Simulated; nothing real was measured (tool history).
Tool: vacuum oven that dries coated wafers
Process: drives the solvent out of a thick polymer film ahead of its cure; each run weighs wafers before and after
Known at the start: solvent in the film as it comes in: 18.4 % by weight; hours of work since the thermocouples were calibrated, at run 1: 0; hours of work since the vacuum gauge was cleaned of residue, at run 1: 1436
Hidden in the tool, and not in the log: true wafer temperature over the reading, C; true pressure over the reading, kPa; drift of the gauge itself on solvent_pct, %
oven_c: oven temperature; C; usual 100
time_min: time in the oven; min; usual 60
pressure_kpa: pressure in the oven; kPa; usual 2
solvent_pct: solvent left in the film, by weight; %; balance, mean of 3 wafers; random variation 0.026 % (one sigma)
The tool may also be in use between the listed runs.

run,hour,oven_c,time_min,pressure_kpa,hours of work since the thermocouples were calibrated,hours of work since the vacuum gauge was cleaned of residue,solvent_pct
1,0,100,60,2,0,1436,2.09
2,65.8,100,60,2,30,1466,2.08
3,157,100,60,1.17,72,1508,1.81
4,215.6,100,60,2,98,1535,2.09
5,308.5,100,60,2,141,1577,2.07
6,404.2,100,60,2,184,1621,2.02
7,451.2,100,60,1.15,206,1642,1.78
8,528,100,60,1.15,241,1677,1.8
9,640.1,100,60,2.55,292,1728,2.2
10,723.8,100,82,2,330,1767,1.34
11,785.7,100,82,2,359,1795,1.39
12,844.2,100,56,2,385,1822,2.27
13,934,100,60,2.12,426,1863,2.05
14,1028,100,60,2,469,1905,2
15,1089.9,100,60,5.74,497,1934,3.25
16,1138.1,100,60,4.3,519,1956,2.75
17,1243.3,100,60,4.3,567,2004,2.72
18,1322.8,100,60,4.3,604,2040,2.71
# hour 1404.1: oven's thermocouples calibrated
19,1404.1,100,60,4.3,0,2076,2.81
20,1496.6,100,60,4.3,42,2118,2.81
21,1545.9,100,60,1.33,65,2141,1.89
22,1610.6,100,60,1.33,94,2170,1.89
23,1692.9,100,60,1.33,132,2208,1.83
24,1804.7,96,38,7.02,183,2259,6.74
25,1895.7,95,45,3.53,224,2301,5.17
26,1982.6,97,42,3.96,264,2340,4.89
27,2038,100,64,6.86,289,2366,3.41
# hour 2050.3: vacuum gauge cleaned of residue and calibrated
28,2122.4,90,35,1.11,327,33,7.67
29,2191.7,105,60,3.88,359,65,1.84
30,2307.7,105,60,3.88,412,117,1.84
31,2385.7,101,58,1.02,447,153,1.76
# hour 2442: vacuum gauge cleaned of residue and calibrated, once more
32,2478.9,87,60,2,489,17,5.89
33,2554.6,113,60,2,524,51,0.46
34,2607.6,113,60,2,548,76,0.45
35,2677.1,100,60,1.35,580,107,1.51
36,2761.3,95,60,3.56,618,146,3.55
# hour 2811.9: oven's thermocouples calibrated
37,2872.1,92,49,2.21,27,195,5.45
38,2930.3,92,49,2.21,54,222,5.51
39,2984.7,111,34,2.21,79,247,1.44
40,3095,95,106,5.57,129,297,2.91
41,3163.4,95,106,5.57,160,328,2.89
42,3221.7,87,94,3.88,187,355,4.92
43,3335.3,114,60,7.85,239,407,1.73
44,3423.6,114,60,7.85,279,447,1.72
45,3495.8,93,64,7.85,312,480,5.84
46,3603.2,114,38,2,361,529,0.75

Forecast each of these 4 alternatives for the next run:
A,3651.4,91,39,2,383,551,?
B,3651.4,92,99,1.01,383,551,?
C,3651.4,100,67,2,383,551,?
D,3651.4,109,60,2,383,551,?

run,solvent_pct
A,6.86
B,1.86
C,1.67
D,0.71
Without the tool's hidden state the same runs would have given:
run,solvent_pct
A,6.86
B,1.81
C,1.63
D,0.67

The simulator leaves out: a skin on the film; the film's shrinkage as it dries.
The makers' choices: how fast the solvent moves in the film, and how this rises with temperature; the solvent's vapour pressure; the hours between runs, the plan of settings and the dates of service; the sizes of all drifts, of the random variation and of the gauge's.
